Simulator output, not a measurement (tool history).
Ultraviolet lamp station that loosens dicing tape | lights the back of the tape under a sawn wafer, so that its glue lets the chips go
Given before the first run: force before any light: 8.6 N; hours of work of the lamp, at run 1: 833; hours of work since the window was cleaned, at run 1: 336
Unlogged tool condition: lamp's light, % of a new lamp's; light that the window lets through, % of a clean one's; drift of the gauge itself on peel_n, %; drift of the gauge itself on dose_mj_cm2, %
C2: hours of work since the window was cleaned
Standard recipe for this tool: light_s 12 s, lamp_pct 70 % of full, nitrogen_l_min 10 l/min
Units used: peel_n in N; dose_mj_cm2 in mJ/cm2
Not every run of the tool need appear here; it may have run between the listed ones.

Run 1, hour 0.0: usual settings; hours of work of the lamp 833; C2 336. Result: peel_n 2.791 N, dose_mj_cm2 299 mJ/cm2.
Run 2, hour 55.7: usual settings; hours of work of the lamp 864; C2 368. Result: peel_n 2.809 N, dose_mj_cm2 290 mJ/cm2.
Run 3, hour 98.2: usual settings; hours of work of the lamp 888; C2 392. Result: peel_n 2.882 N, dose_mj_cm2 280 mJ/cm2.
Run 4, hour 148.6: usual settings but nitrogen_l_min 12 l/min; hours of work of the lamp 917; C2 420. Result: peel_n 2.873 N, dose_mj_cm2 276 mJ/cm2.
At hour 195.9: lamp changed.
Run 5, hour 214.0: usual settings but light_s 9 s; hours of work of the lamp 10; C2 456. Result: peel_n 2.196 N, dose_mj_cm2 343 mJ/cm2.
At hour 219.3: window cleaned of glue's vapour.
Run 6, hour 272.6: usual settings but light_s 9 s, lamp_pct 81 % of full; hours of work of the lamp 43; C2 30. Result: peel_n 1.702 N, dose_mj_cm2 414 mJ/cm2.
Run 7, hour 310.4: usual settings but lamp_pct 62 % of full; hours of work of the lamp 64; C2 51. Result: peel_n 1.573 N, dose_mj_cm2 421 mJ/cm2.
Run 8, hour 366.5: usual settings but lamp_pct 62 % of full; hours of work of the lamp 96; C2 83. Result: peel_n 1.686 N, dose_mj_cm2 407 mJ/cm2.
Run 9, hour 411.4: usual settings; hours of work of the lamp 121; C2 108. Result: peel_n 1.418 N, dose_mj_cm2 458 mJ/cm2.
Run 10, hour 482.4: usual settings; hours of work of the lamp 161; C2 148. Result: peel_n 1.469 N, dose_mj_cm2 448 mJ/cm2.
Run 11, hour 533.4: usual settings but light_s 19 s; hours of work of the lamp 190; C2 177. Result: peel_n 0.622 N, dose_mj_cm2 692 mJ/cm2.
Run 12, hour 589.9: usual settings but light_s 19 s; hours of work of the lamp 222; C2 209. Result: peel_n 0.647 N, dose_mj_cm2 678 mJ/cm2.
Run 13, hour 623.7: usual settings but light_s 10 s; hours of work of the lamp 241; C2 228. Result: peel_n 2.201 N, dose_mj_cm2 345 mJ/cm2.
Run 14, hour 665.5: usual settings but light_s 10 s; hours of work of the lamp 265; C2 252. Result: peel_n 2.135 N, dose_mj_cm2 348 mJ/cm2.
Run 15, hour 707.2: usual settings; hours of work of the lamp 288; C2 275. Result: peel_n 1.693 N, dose_mj_cm2 410 mJ/cm2.
Run 16, hour 765.1: usual settings; hours of work of the lamp 321; C2 308. Result: peel_n 1.799 N, dose_mj_cm2 398 mJ/cm2.
Run 17, hour 824.3: usual settings but light_s 8 s; hours of work of the lamp 354; C2 341. Result: peel_n 3.005 N, dose_mj_cm2 263 mJ/cm2.
Run 18, hour 897.1: usual settings but light_s 8 s; hours of work of the lamp 395; C2 382. Result: peel_n 3.088 N, dose_mj_cm2 254 mJ/cm2.
Run 19, hour 939.3: usual settings but light_s 8 s; hours of work of the lamp 419; C2 406. Result: peel_n 3.315 N, dose_mj_cm2 255 mJ/cm2.
Run 20, hour 1007.6: usual settings but light_s 8 s; hours of work of the lamp 458; C2 445. Result: peel_n 3.199 N, dose_mj_cm2 247 mJ/cm2.
At hour 1036.9: window cleaned of glue's vapour.
Run 21, hour 1084.4: usual settings but lamp_pct 95 % of full; hours of work of the lamp 501; C2 27. Result: peel_n 1.147 N, dose_mj_cm2 518 mJ/cm2.
Run 22, hour 1151.7: usual settings but light_s 13 s, lamp_pct 95 % of full; hours of work of the lamp 539; C2 65. Result: peel_n 1.022 N, dose_mj_cm2 543 mJ/cm2.
Run 23, hour 1214.8: usual settings but light_s 13 s, lamp_pct 95 % of full; hours of work of the lamp 574; C2 100. Result: peel_n 1.097 N, dose_mj_cm2 530 mJ/cm2.
Run 24, hour 1289.8: usual settings but light_s 13 s, lamp_pct 95 % of full; hours of work of the lamp 616; C2 143. Result: peel_n 1.152 N, dose_mj_cm2 514 mJ/cm2.
Run 25, hour 1346.5: usual settings but light_s 10 s, lamp_pct 64 % of full, nitrogen_l_min 5 l/min; hours of work of the lamp 648; C2 175. Result: peel_n 3.580 N, dose_mj_cm2 258 mJ/cm2.
Run 26, hour 1425.4: usual settings but light_s 10 s, lamp_pct 90 % of full, nitrogen_l_min 5 l/min; hours of work of the lamp 693; C2 219. Result: peel_n 2.524 N, dose_mj_cm2 346 mJ/cm2.
Run 27, hour 1491.2: usual settings but light_s 8 s, lamp_pct 62 % of full, nitrogen_l_min 5 l/min; hours of work of the lamp 730; C2 256. Result: peel_n 4.479 N, dose_mj_cm2 188 mJ/cm2.
Run 28, hour 1571.5: usual settings but light_s 8 s, lamp_pct 98 % of full, nitrogen_l_min 12 l/min; hours of work of the lamp 775; C2 302. Result: peel_n 2.726 N, dose_mj_cm2 286 mJ/cm2.
Run 29, hour 1626.6: usual settings but light_s 18 s, lamp_pct 64 % of full, nitrogen_l_min 9 l/min; hours of work of the lamp 806; C2 333. Result: peel_n 1.809 N, dose_mj_cm2 410 mJ/cm2.
Run 30, hour 1660.0: usual settings but light_s 17 s; hours of work of the lamp 825; C2 351. Result: peel_n 1.645 N, dose_mj_cm2 414 mJ/cm2.
Run 31, hour 1711.6: usual settings but light_s 23 s, lamp_pct 84 % of full, nitrogen_l_min 14 l/min; hours of work of the lamp 854; C2 381. Result: peel_n 0.609 N, dose_mj_cm2 659 mJ/cm2.
Run 32, hour 1791.3: usual settings but light_s 23 s, lamp_pct 84 % of full, nitrogen_l_min 14 l/min; hours of work of the lamp 899; C2 425. Result: peel_n 0.666 N, dose_mj_cm2 632 mJ/cm2.
At hour 1853.1: window cleaned of glue's vapour.
At hour 1869.0: lamp changed.
Run 33, hour 1869.0: usual settings but light_s 23 s, lamp_pct 84 % of full, nitrogen_l_min 14 l/min; hours of work of the lamp 0; C2 8. Result: peel_n 0.169 N, dose_mj_cm2 1136 mJ/cm2.
Run 34, hour 1911.9: usual settings but light_s 14 s, nitrogen_l_min 6 l/min; hours of work of the lamp 24; C2 33. Result: peel_n 1.212 N, dose_mj_cm2 568 mJ/cm2.
Run 35, hour 1976.2: usual settings but light_s 8 s, lamp_pct 77 % of full; hours of work of the lamp 60; C2 69. Result: peel_n 2.106 N, dose_mj_cm2 351 mJ/cm2.
Run 36, hour 2028.8: usual settings; hours of work of the lamp 90; C2 99. Result: peel_n 1.375 N, dose_mj_cm2 465 mJ/cm2.
Run 37, hour 2109.8: usual settings but light_s 17 s, lamp_pct 86 % of full, nitrogen_l_min 11 l/min; hours of work of the lamp 136; C2 144. Result: peel_n 0.409 N, dose_mj_cm2 790 mJ/cm2.
Run 38, hour 2173.6: usual settings but lamp_pct 76 % of full, nitrogen_l_min 4 l/min; hours of work of the lamp 172; C2 180. Result: peel_n 1.757 N, dose_mj_cm2 488 mJ/cm2.
Run 39, hour 2240.6: usual settings but light_s 8 s, lamp_pct 88 % of full, nitrogen_l_min 4 l/min; hours of work of the lamp 210; C2 218. Result: peel_n 2.714 N, dose_mj_cm2 368 mJ/cm2.
Run 40, hour 2291.4: usual settings but light_s 8 s, lamp_pct 88 % of full, nitrogen_l_min 4 l/min; hours of work of the lamp 238; C2 247. Result: peel_n 2.681 N, dose_mj_cm2 360 mJ/cm2.
Run 41, hour 2325.3: usual settings but light_s 19 s, lamp_pct 88 % of full, nitrogen_l_min 4 l/min; hours of work of the lamp 257; C2 266. Result: peel_n 0.613 N, dose_mj_cm2 844 mJ/cm2.
Run 42, hour 2391.3: usual settings but light_s 15 s, lamp_pct 90 % of full, nitrogen_l_min 7 l/min; hours of work of the lamp 295; C2 303. Result: peel_n 0.804 N, dose_mj_cm2 667 mJ/cm2.
Run 43, hour 2439.6: usual settings but light_s 15 s, lamp_pct 90 % of full, nitrogen_l_min 7 l/min; hours of work of the lamp 322; C2 330. Result: peel_n 0.840 N, dose_mj_cm2 647 mJ/cm2.

Selected run-to-run steps in peel_n, each split into two signed amounts: the part the tool would show with no hidden state at all (from settings, incoming material and random variation), and the remainder, which goes to the hidden state together with any gauge scatter not common to the measured and the hidden-state-free results:
Run 4 -> 5: light_s 12 -> 9, nitrogen_l_min 12 -> 10, lamp changed. peel_n -0.677 N: hidden state -1.458, all else +0.781.
Run 20 -> 21: light_s 8 -> 12, lamp_pct 70 -> 95, window cleaned of glue's vapour. peel_n -2.052 N: hidden state -0.408, all else -1.644.
Run 24 -> 25: light_s 13 -> 10, lamp_pct 95 -> 64, nitrogen_l_min 10 -> 5. peel_n +2.428 N: hidden state +0.573, all else +1.855.
Run 30 -> 31: light_s 17 -> 23, lamp_pct 70 -> 84, nitrogen_l_min 10 -> 14. peel_n -1.036 N: hidden state -0.618, all else -0.418.
Run 40 -> 41: light_s 8 -> 19. peel_n -2.068 N: hidden state -0.246, all else -1.822.
